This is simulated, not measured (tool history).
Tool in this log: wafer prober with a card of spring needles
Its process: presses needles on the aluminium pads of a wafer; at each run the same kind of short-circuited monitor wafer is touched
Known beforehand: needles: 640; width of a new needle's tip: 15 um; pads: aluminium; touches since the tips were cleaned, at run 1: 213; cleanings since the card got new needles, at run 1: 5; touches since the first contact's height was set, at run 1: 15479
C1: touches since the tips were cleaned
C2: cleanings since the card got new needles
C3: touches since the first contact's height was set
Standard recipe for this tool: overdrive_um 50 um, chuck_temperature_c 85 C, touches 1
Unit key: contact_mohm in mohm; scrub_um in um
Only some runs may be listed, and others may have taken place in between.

{"run": 1, "hour": 0.0, "overdrive_um": 50, "chuck_temperature_c": 85, "touches": 1, "C1": 213, "C2": 5, "C3": 15479, "contact_mohm": 223, "scrub_um": 13.63}
{"hour": 5.7, "done": "tips cleaned on abrasive film"}
{"run": 2, "hour": 10.7, "overdrive_um": 50, "chuck_temperature_c": 85, "touches": 1, "C1": 2457, "C2": 6, "C3": 20706, "contact_mohm": 221, "scrub_um": 13.65}
{"hour": 12.1, "done": "tips cleaned on abrasive film"}
{"hour": 17.8, "done": "tips cleaned on abrasive film"}
{"run": 3, "hour": 20.5, "overdrive_um": 50, "chuck_temperature_c": 85, "touches": 1, "C1": 1349, "C2": 8, "C3": 25431, "contact_mohm": 225, "scrub_um": 13.55}
{"hour": 23.4, "done": "tips cleaned on abrasive film"}
{"run": 4, "hour": 26.7, "overdrive_um": 50, "chuck_temperature_c": 85, "touches": 1, "C1": 1602, "C2": 9, "C3": 28436, "contact_mohm": 223, "scrub_um": 13.54}
{"hour": 29.7, "done": "tips cleaned on abrasive film"}
{"hour": 35.8, "done": "tips cleaned on abrasive film"}
{"run": 5, "hour": 40.1, "overdrive_um": 40, "chuck_temperature_c": 85, "touches": 1, "C1": 2157, "C2": 11, "C3": 34962, "contact_mohm": 229, "scrub_um": 10.92}
{"hour": 42.2, "done": "tips cleaned on abrasive film"}
{"hour": 47.8, "done": "tips cleaned on abrasive film"}
{"run": 6, "hour": 52.5, "overdrive_um": 40, "chuck_temperature_c": 85, "touches": 1, "C1": 2326, "C2": 13, "C3": 40948, "contact_mohm": 229, "scrub_um": 10.95}
{"hour": 53.5, "done": "tips cleaned on abrasive film"}
{"hour": 59.3, "done": "tips cleaned on abrasive film"}
{"run": 7, "hour": 64.0, "overdrive_um": 40, "chuck_temperature_c": 85, "touches": 1, "C1": 2338, "C2": 15, "C3": 46546, "contact_mohm": 227, "scrub_um": 10.89}
{"hour": 65.1, "done": "tips cleaned on abrasive film"}
{"run": 8, "hour": 70.4, "overdrive_um": 50, "chuck_temperature_c": 32, "touches": 1, "C1": 2613, "C2": 16, "C3": 49647, "contact_mohm": 211, "scrub_um": 13.54}
{"hour": 71.4, "done": "tips cleaned on abrasive film"}
{"hour": 77.6, "done": "tips cleaned on abrasive film"}
{"run": 9, "hour": 78.2, "overdrive_um": 50, "chuck_temperature_c": 32, "touches": 1, "C1": 290, "C2": 18, "C3": 53368, "contact_mohm": 209, "scrub_um": 13.45}
{"hour": 83.2, "done": "tips cleaned on abrasive film"}
{"run": 10, "hour": 87.7, "overdrive_um": 50, "chuck_temperature_c": 32, "touches": 1, "C1": 2195, "C2": 19, "C3": 58018, "contact_mohm": 208, "scrub_um": 13.57}
{"hour": 89.1, "done": "tips cleaned on abrasive film"}
{"hour": 94.8, "done": "tips cleaned on abrasive film"}
{"run": 11, "hour": 96.7, "overdrive_um": 50, "chuck_temperature_c": 73, "touches": 1, "C1": 936, "C2": 21, "C3": 62376, "contact_mohm": 217, "scrub_um": 13.52}
{"hour": 100.4, "done": "tips cleaned on abrasive film"}
{"run": 12, "hour": 104.4, "overdrive_um": 42, "chuck_temperature_c": 52, "touches": 3, "C1": 1957, "C2": 22, "C3": 66095, "contact_mohm": 219, "scrub_um": 11.45}
{"hour": 106.5, "done": "tips cleaned on abrasive film"}
{"run": 13, "hour": 111.1, "overdrive_um": 51, "chuck_temperature_c": 77, "touches": 1, "C1": 2255, "C2": 23, "C3": 69358, "contact_mohm": 222, "scrub_um": 13.8}
{"hour": 112.3, "done": "tips cleaned on abrasive film"}
{"hour": 118.9, "done": "tips cleaned on abrasive film"}
{"run": 14, "hour": 123.5, "overdrive_um": 50, "chuck_temperature_c": 98, "touches": 1, "C1": 2287, "C2": 25, "C3": 75379, "contact_mohm": 224, "scrub_um": 13.5}
{"hour": 124.9, "done": "tips cleaned on abrasive film"}
{"hour": 131.0, "done": "tips cleaned on abrasive film"}
{"run": 15, "hour": 133.0, "overdrive_um": 65, "chuck_temperature_c": 85, "touches": 1, "C1": 971, "C2": 27, "C3": 79931, "contact_mohm": 223, "scrub_um": 17.54}
{"hour": 136.8, "done": "tips cleaned on abrasive film"}
{"hour": 142.9, "done": "tips cleaned on abrasive film"}
{"run": 16, "hour": 146.2, "overdrive_um": 42, "chuck_temperature_c": 103, "touches": 2, "C1": 1630, "C2": 29, "C3": 86361, "contact_mohm": 233, "scrub_um": 11.48}
{"hour": 148.5, "done": "tips cleaned on abrasive film"}
{"hour": 154.7, "done": "tips cleaned on abrasive film"}
{"run": 17, "hour": 159.3, "overdrive_um": 42, "chuck_temperature_c": 103, "touches": 2, "C1": 2256, "C2": 31, "C3": 92709, "contact_mohm": 230, "scrub_um": 11.47}
{"hour": 161.2, "done": "tips cleaned on abrasive film"}
{"hour": 166.8, "done": "tips cleaned on abrasive film"}
{"hour": 172.5, "done": "tips cleaned on abrasive film"}
{"run": 18, "hour": 172.6, "overdrive_um": 42, "chuck_temperature_c": 103, "touches": 2, "C1": 43, "C2": 34, "C3": 99107, "contact_mohm": 231, "scrub_um": 11.39}
{"hour": 179.2, "done": "tips cleaned on abrasive film"}
{"hour": 179.5, "done": "height of the first contact set anew"}
{"hour": 185.4, "done": "tips cleaned on abrasive film"}
{"run": 19, "hour": 185.4, "overdrive_um": 42, "chuck_temperature_c": 103, "touches": 2, "C1": 0, "C2": 36, "C3": 2849, "contact_mohm": 231, "scrub_um": 11.27}
{"hour": 190.9, "done": "tips cleaned on abrasive film"}
{"run": 20, "hour": 195.6, "overdrive_um": 42, "chuck_temperature_c": 103, "touches": 2, "C1": 2278, "C2": 37, "C3": 7823, "contact_mohm": 229, "scrub_um": 11.35}
{"hour": 196.5, "done": "tips cleaned on abrasive film"}
{"hour": 202.3, "done": "tips cleaned on abrasive film"}
{"run": 21, "hour": 206.6, "overdrive_um": 42, "chuck_temperature_c": 103, "touches": 2, "C1": 2109, "C2": 39, "C3": 13166, "contact_mohm": 232, "scrub_um": 11.43}

3 ways to go on from here, each from the tool as it stands after run 21. What would each give?
{"hour": 208.7, "done": "tips cleaned on abrasive film"}
{"hour": 214.8, "done": "tips cleaned on abrasive film"}
{"run": "A", "hour": 215.5, "overdrive_um": 46, "chuck_temperature_c": 40, "touches": 2, "C1": 387, "C2": 41, "C3": 17471, "contact_mohm": "?", "scrub_um": "?"}
{"hour": 208.7, "done": "tips cleaned on abrasive film"}
{"hour": 214.8, "done": "tips cleaned on abrasive film"}
{"run": "B", "hour": 215.5, "overdrive_um": 50, "chuck_temperature_c": 69, "touches": 1, "C1": 387, "C2": 41, "C3": 17471, "contact_mohm": "?", "scrub_um": "?"}
{"hour": 208.7, "done": "tips cleaned on abrasive film"}
{"hour": 214.8, "done": "tips cleaned on abrasive film"}
{"run": "C", "hour": 215.5, "overdrive_um": 61, "chuck_temperature_c": 95, "touches": 2, "C1": 387, "C2": 41, "C3": 17471, "contact_mohm": "?", "scrub_um": "?"}

run=A contact_mohm=212 scrub_um=12.5
run=B contact_mohm=221 scrub_um=13.61
run=C contact_mohm=222 scrub_um=16.43
Take away the tool's hidden state, keep each run's random variation, and the runs would have read:
run=A contact_mohm=212 scrub_um=12.5
run=B contact_mohm=220 scrub_um=13.61
run=C contact_mohm=222 scrub_um=16.43
